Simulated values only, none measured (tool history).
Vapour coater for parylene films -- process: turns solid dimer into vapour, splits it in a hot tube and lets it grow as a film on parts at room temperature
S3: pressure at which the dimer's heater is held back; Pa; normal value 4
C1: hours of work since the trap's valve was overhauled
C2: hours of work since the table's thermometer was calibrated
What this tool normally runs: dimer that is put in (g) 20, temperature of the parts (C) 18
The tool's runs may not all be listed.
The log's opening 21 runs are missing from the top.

run 22 hour=700.1 | dimer_that_is_put_in_(g)=20 temperature_of_the_parts_(C)=18 S3=4 | C1=110 C2=1318 | thickness_of_the_film_(µm)=6.39
run 23 hour=730.9 | dimer_that_is_put_in_(g)=35 temperature_of_the_parts_(C)=18 S3=4 | C1=128 C2=1336 | thickness_of_the_film_(µm)=11.15
run 24 hour=755.5 | dimer_that_is_put_in_(g)=27 temperature_of_the_parts_(C)=11 S3=4.45 | C1=143 C2=1351 | thickness_of_the_film_(µm)=10.86
run 25 hour=783.5 | dimer_that_is_put_in_(g)=28 temperature_of_the_parts_(C)=18 S3=3.14 | C1=159 C2=1368 | thickness_of_the_film_(µm)=9.26
run 26 hour=821.4 | dimer_that_is_put_in_(g)=20 temperature_of_the_parts_(C)=15 S3=4.92 | C1=182 C2=1390 | thickness_of_the_film_(µm)=6.79
run 27 hour=846.8 | dimer_that_is_put_in_(g)=27 temperature_of_the_parts_(C)=18 S3=4 | C1=197 C2=1405 | thickness_of_the_film_(µm)=8.6
run 28 hour=872.3 | dimer_that_is_put_in_(g)=20 temperature_of_the_parts_(C)=18 S3=3.37 | C1=212 C2=1420 | thickness_of_the_film_(µm)=6.71
run 29 hour=913.5 | dimer_that_is_put_in_(g)=20 temperature_of_the_parts_(C)=11 S3=4 | C1=237 C2=1445 | thickness_of_the_film_(µm)=8.25
run 30 hour=946.2 | dimer_that_is_put_in_(g)=28 temperature_of_the_parts_(C)=11 S3=4 | C1=256 C2=1464 | thickness_of_the_film_(µm)=11.35
run 31 hour=973.4 | dimer_that_is_put_in_(g)=9 temperature_of_the_parts_(C)=18 S3=4 | C1=272 C2=1481 | thickness_of_the_film_(µm)=2.9
run 32 hour=996.7 | dimer_that_is_put_in_(g)=9 temperature_of_the_parts_(C)=18 S3=4 | C1=286 C2=1495 | thickness_of_the_film_(µm)=2.82
-- hour=1031.5 trap's valve overhauled
run 33 hour=1031.5 | dimer_that_is_put_in_(g)=9 temperature_of_the_parts_(C)=18 S3=4 | C1=0 C2=1513 | thickness_of_the_film_(µm)=2.83
run 34 hour=1059.4 | dimer_that_is_put_in_(g)=35 temperature_of_the_parts_(C)=18 S3=6.48 | C1=17 C2=1529 | thickness_of_the_film_(µm)=10.21
run 35 hour=1082.7 | dimer_that_is_put_in_(g)=35 temperature_of_the_parts_(C)=18 S3=6.48 | C1=30 C2=1543 | thickness_of_the_film_(µm)=10.09
run 36 hour=1125.4 | dimer_that_is_put_in_(g)=22 temperature_of_the_parts_(C)=13 S3=2.07 | C1=56 C2=1569 | thickness_of_the_film_(µm)=9.57
run 37 hour=1155.8 | dimer_that_is_put_in_(g)=8 temperature_of_the_parts_(C)=17 S3=2.56 | C1=74 C2=1587 | thickness_of_the_film_(µm)=2.91
run 38 hour=1176.3 | dimer_that_is_put_in_(g)=31 temperature_of_the_parts_(C)=27 S3=2.35 | C1=86 C2=1599 | thickness_of_the_film_(µm)=7.9

Run 39 has not been measured yet. What should we expect?
run 39 hour=1204 | dimer_that_is_put_in_(g)=8 temperature_of_the_parts_(C)=12 S3=2.39 | C1=103 C2=1616 | thickness_of_the_film_(µm)=?

{"run 39": {"thickness of the film (µm)": 3.5}}
Were there no unlogged condition in the tool, this run, its random variation unchanged, would have produced thickness of the film (µm) 3.51.
